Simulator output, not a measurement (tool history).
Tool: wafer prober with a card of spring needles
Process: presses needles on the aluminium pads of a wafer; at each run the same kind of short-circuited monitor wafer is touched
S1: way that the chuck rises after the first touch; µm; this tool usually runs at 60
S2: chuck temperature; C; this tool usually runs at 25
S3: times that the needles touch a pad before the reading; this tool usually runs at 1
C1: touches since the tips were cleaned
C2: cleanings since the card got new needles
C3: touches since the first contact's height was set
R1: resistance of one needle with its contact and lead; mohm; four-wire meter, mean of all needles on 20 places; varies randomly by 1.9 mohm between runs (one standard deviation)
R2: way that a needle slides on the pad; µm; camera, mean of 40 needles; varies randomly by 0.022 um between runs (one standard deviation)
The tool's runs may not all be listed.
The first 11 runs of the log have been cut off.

run,day,S1,S2,S3,C1,C2,C3,R1,R2
12,6.133,43,25,1,5157,19,120514,336,6.30
# day 6.246: tips cleaned on abrasive film
13,6.500,60,28,1,1891,20,123208,245,8.95
14,7.012,60,28,1,5730,20,127047,277,8.94
# day 7.062: tips cleaned on abrasive film
15,7.346,60,28,1,2123,21,129526,250,8.93
# day 7.875: tips cleaned on abrasive film
16,8.004,60,102,1,958,22,134406,252,8.90
17,8.521,60,102,1,4805,22,138253,277,8.93
# day 8.688: tips cleaned on abrasive film
18,8.983,60,102,1,2227,23,141700,260,8.89
# day 9.475: tips cleaned on abrasive film
19,9.525,60,68,1,399,24,145723,231,8.84
20,10.008,60,25,2,3994,24,149318,244,8.87
# day 10.275: tips cleaned on abrasive film
21,10.442,60,25,2,1257,25,152535,229,8.90
22,11.042,60,25,2,5755,25,157033,250,8.85
# day 11.108: tips cleaned on abrasive film
23,11.325,41,58,1,1644,26,159120,287,5.90
24,11.879,41,58,1,5774,26,163250,357,5.87
# day 11.942: tips cleaned on abrasive film
25,12.179,42,25,2,1778,27,165464,256,6.04
26,12.558,46,38,2,4599,27,168285,278,6.66
# day 12.725: tips cleaned on abrasive film
27,12.858,44,53,1,1009,28,170522,261,6.33
28,13.292,58,25,2,4244,28,173757,251,8.50
# day 13.521: tips cleaned on abrasive film
29,13.604,58,25,2,624,29,176041,225,8.49
# day 13.754: height of the first contact set anew
30,13.971,58,25,2,3269,29,1612,236,8.96
# day 14.342: tips cleaned on abrasive film
31,14.342,58,25,2,0,30,4357,214,8.98
32,14.783,58,25,2,3305,30,7662,239,8.98
# day 15.150: tips cleaned on abrasive film
33,15.329,74,31,2,1357,31,11723,218,11.45
# day 15.954: tips cleaned on abrasive film
34,15.954,61,122,1,0,32,16374,237,9.44

Predict each of these 3 candidate next runs independently; none follows another, all start after run 34:
A,16.608,69,108,1,4892,32,21266,?,?
B,16.608,64,42,1,4892,32,21266,?,?
C,16.608,44,42,1,4892,32,21266,?,?

run,R1,R2
A,269,10.62
B,268,9.83
C,318,6.75
Take away the tool's hidden state, keep each run's random variation, and the runs would have read:
run,R1,R2
A,225,10.67
B,212,9.88
C,213,6.80
